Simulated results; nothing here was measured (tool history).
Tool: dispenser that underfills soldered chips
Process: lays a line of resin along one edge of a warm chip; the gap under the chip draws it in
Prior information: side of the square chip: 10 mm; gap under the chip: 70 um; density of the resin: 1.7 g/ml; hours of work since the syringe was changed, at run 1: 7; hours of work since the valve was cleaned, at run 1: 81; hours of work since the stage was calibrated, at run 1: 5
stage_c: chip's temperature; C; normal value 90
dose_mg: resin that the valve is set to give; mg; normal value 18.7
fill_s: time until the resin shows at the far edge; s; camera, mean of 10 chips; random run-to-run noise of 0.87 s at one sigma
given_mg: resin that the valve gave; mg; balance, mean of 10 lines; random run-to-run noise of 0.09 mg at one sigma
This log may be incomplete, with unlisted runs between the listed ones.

run,hour,stage_c,dose_mg,hours of work since the syringe was changed,hours of work since the valve was cleaned,hours of work since the stage was calibrated,fill_s,given_mg
1,0,90,18.7,7,81,5,155.3,17.51
# hour 2.7: new syringe of resin
2,5.5,90,18.7,2,84,8,97.1,17.46
3,8.6,90,18.7,4,86,10,117,17.52
4,14.7,90,18.7,8,90,14,168.7,17.53
# hour 16.6: new syringe of resin
5,20.6,90,18.7,3,94,18,106,17.39
6,25.1,90,18.7,6,97,21,138.1,17.28
7,28,90,21.4,7,99,23,157.7,19.68
# hour 30.4: new syringe of resin
8,31.6,84,18.7,1,101,25,113.7,17.28
9,36.6,84,18.7,4,104,28,154.3,17.27
10,39.6,84,18.7,6,106,30,180.2,17.21
11,42.8,84,18.7,8,108,32,218.6,17.19
# hour 44.2: new syringe of resin
12,48,84,18.7,2,111,35,131.1,16.99
13,52.7,83,22.5,6,114,38,174.9,20.53
# hour 57.8: new syringe of resin
14,58.7,82,22.8,1,118,42,114.2,20.77

Run 15 has not been measured yet. What should we expect?
15,62.8,82,22.8,3,121,45,?,?

For run 15 the tool returned fill_s 147.1 s, given_mg 20.75 mg.
With the hidden condition absent and the run-to-run variation left alone, this run would have shown fill_s 109.4 s, given_mg 22.78 mg.

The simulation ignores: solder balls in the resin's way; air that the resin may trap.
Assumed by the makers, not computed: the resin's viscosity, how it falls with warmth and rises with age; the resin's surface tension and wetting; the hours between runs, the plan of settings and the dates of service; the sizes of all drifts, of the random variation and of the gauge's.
